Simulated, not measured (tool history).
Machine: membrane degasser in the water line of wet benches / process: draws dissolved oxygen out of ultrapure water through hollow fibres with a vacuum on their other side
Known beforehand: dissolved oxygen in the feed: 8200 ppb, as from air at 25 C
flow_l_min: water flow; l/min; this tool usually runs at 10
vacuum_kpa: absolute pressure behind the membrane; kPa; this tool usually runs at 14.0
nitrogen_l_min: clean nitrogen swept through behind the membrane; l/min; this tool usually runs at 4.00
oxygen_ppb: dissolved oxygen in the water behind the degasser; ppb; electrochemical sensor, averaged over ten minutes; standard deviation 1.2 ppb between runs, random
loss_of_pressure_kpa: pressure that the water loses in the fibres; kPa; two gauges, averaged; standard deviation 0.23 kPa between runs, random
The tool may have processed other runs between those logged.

run    hour  flow_l_min  vacuum_kpa  nitrogen_l_min  oxygen_ppb  loss_of_pressure_kpa
  1     0.0          10        14.0            4.00       120.6                 60.69
  2    92.6          12        14.0            4.00       158.5                 73.08
  3   197.8          12        14.0            4.65       148.9                 72.75
  4   313.9          12        14.0            3.18       179.4                 72.73
  5   400.0          12        14.0            4.00       161.2                 73.29
  6   532.8          12        14.0            4.00       155.6                 73.09
  7   653.8          12        14.0            4.00       159.2                 73.25
  8   714.6          12        14.0            4.00       158.9                 73.75
  9   798.0          10        14.0            4.00       122.5                 60.77
 10   861.9          10        14.0            4.00       122.3                 61.07
 11  1002.5          10        14.0            4.00       123.6                 61.20
     1014.1  -- vacuum gauge calibrated
 12  1086.4          10        14.0            4.00       123.1                 61.26
 13  1175.1          10        14.0            4.00       124.8                 61.32
 14  1276.3          10        14.0            4.00       122.4                 61.30
 15  1399.0           7        14.0            4.00        76.2                 42.90
     1440.0  -- seals of the vacuum lines changed
     1482.6  -- vacuum gauge calibrated, once more
 16  1512.2           7        14.0            4.00        70.1                 42.88
 17  1610.3          14        14.0            7.05       159.9                 85.55
 18  1749.0           9        19.3            5.04       115.2                 55.56
 19  1840.7           9        19.3            5.04       112.7                 55.34
 20  1931.2          14        34.1            5.79       284.1                 85.87
 21  2031.4          10         9.5            4.00        93.8                 61.43
 22  2165.4           6        18.9            3.20        87.6                 37.01
 23  2245.5           6        18.9            3.20        90.4                 37.07
 24  2308.6           7        11.4            4.87        54.0                 43.07
 25  2398.2           8         8.6            7.61        48.7                 49.19
 26  2496.0           8         8.6            7.61        48.9                 49.02
 27  2575.2           9        12.0            5.51        79.6                 55.14
 28  2658.0           8        20.5            5.51        97.1                 49.37
 29  2734.0          12        14.0            4.00       161.1                 73.29
 30  2867.3          10        20.8            7.32       117.0                 61.78
 31  2981.5          10        11.3            4.00       106.1                 61.97
 32  3104.0          10         8.6            4.00        91.0                 62.15

3 options for the next run, each taken on its own from the tool as it stands now. Forecast them:
  A  3195.4          10         8.6            1.98           ?                     ?
  B  3195.4          12        23.2            2.15           ?                     ?
  C  3195.4          10         9.1            8.92           ?                     ?

run  oxygen_ppb  loss_of_pressure_kpa
  A       122.6                 61.68
  B       341.4                 74.19
  C        72.8                 61.64
Without the tool's unlogged condition, the same runs would have read:
run  oxygen_ppb  loss_of_pressure_kpa
  A       114.7                 60.07
  B       330.0                 72.27
  C        65.6                 60.04
